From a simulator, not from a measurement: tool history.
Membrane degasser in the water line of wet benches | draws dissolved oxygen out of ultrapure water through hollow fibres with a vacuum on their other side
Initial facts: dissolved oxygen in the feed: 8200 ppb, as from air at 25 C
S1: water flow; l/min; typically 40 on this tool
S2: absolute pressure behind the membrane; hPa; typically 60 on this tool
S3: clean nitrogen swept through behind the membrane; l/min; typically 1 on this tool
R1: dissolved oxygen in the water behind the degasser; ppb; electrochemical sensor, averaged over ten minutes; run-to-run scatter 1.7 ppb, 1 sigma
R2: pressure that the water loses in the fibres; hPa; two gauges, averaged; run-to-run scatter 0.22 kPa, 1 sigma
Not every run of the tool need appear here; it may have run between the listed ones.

run	day	S1	S2	S3	R1	R2
1	0	40	60	1	228.3	527.1
2	9.65	40	60	1.01	226.9	523.3
3	17.083	40	60	1.01	226.9	527
4	22.088	40	60	1.01	228.8	523.1
5	26.992	40	60	1.01	226.8	527.3
6	32.025	40	60	1.01	230.7	526
7	40.95	40	60	1.01	227	525.4
8	50.683	40	60	1	228.2	520.6
9	58.883	29	60	1	170.1	381.8
10	67.612	40	60	1	226.4	525.5
11	76.088	50	60	1	292.6	656.2
12	80.025	50	60	1	288.1	654.8
13	89.767	50	43.7	1	141.4	658.8
14	95.979	40	60	1	229.2	525.5
15	105.183	40	60	1	229.9	523.8
16	114	40	60	1	227.8	525.9
17	118.758	40	60	1	227.7	526.1
18	123.812	29	142.9	1.72	408.1	381
19	129.233	29	142.9	1.72	404.2	380.6
20	133.242	39	62.1	0.67	316.8	512
21	137.162	40	116.2	1.19	557.5	524.2
22	141.612	40	116.2	1.19	555.2	526.3
23	148.533	40	116.2	1.19	562.8	524.8
24	153.088	40	116.2	1.19	557.2	523.8
25	160.833	49	51.2	2.18	118.9	644.9
26	167.896	49	51.2	2.18	121	642.3

For run 27, what comes out?
27	176.5	49	51.2	2.18	?	?

R1: 120.4 ppb
R2: 643.4 hPa
The same run, on a tool lacking any hidden state, would have yielded R1 120.3 ppb, R2 643 hPa.
